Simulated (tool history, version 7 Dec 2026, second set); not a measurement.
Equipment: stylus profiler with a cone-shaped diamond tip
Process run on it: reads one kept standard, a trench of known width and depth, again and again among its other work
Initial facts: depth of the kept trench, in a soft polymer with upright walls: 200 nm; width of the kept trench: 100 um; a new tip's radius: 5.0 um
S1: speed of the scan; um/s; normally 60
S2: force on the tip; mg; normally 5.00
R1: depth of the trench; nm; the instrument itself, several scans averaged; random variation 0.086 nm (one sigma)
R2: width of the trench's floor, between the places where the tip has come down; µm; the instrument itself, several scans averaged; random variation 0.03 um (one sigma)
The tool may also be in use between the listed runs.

run 1 hour=0.0 | S1=60 S2=5.00 | R1=203.45 R2=96.93
run 2 hour=36.1 | S1=134 S2=5.00 | R1=203.48 R2=96.67
run 3 hour=66.8 | S1=134 S2=5.00 | R1=203.53 R2=96.66
run 4 hour=97.3 | S1=134 S2=5.00 | R1=203.40 R2=96.66
run 5 hour=127.0 | S1=134 S2=5.00 | R1=203.50 R2=96.70
run 6 hour=146.9 | S1=134 S2=5.00 | R1=203.60 R2=96.72
-- hour=157.4 new tip fitted, height scale calibrated
run 7 hour=166.8 | S1=134 S2=5.00 | R1=203.60 R2=96.64
run 8 hour=185.1 | S1=60 S2=5.00 | R1=203.47 R2=97.00
run 9 hour=204.4 | S1=60 S2=5.00 | R1=203.48 R2=97.00
run 10 hour=224.7 | S1=16 S2=2.51 | R1=202.21 R2=97.10
run 11 hour=257.9 | S1=125 S2=5.00 | R1=203.39 R2=96.71
run 12 hour=274.6 | S1=125 S2=5.00 | R1=203.53 R2=96.76
run 13 hour=309.6 | S1=60 S2=10.13 | R1=205.66 R2=97.02
run 14 hour=335.2 | S1=60 S2=10.13 | R1=205.76 R2=97.04
run 15 hour=372.6 | S1=24 S2=7.03 | R1=204.42 R2=97.11
run 16 hour=398.2 | S1=189 S2=14.27 | R1=207.03 R2=96.77
run 17 hour=423.3 | S1=61 S2=14.57 | R1=207.08 R2=97.08

3 ways to go on from here, each from the tool as it stands after run 17. What would each give?
run A hour=440.4 | S1=77 S2=11.76 | R1=? R2=?
run B hour=440.4 | S1=35 S2=2.21 | R1=? R2=?
run C hour=440.4 | S1=39 S2=12.35 | R1=? R2=?

run=A R1=206.16 R2=97.01
run=B R1=202.08 R2=97.01
run=C R1=206.35 R2=97.09
Without the tool's unlogged condition, the same runs would have read:
run=A R1=206.16 R2=97.02
run=B R1=202.08 R2=97.02
run=C R1=206.34 R2=97.10
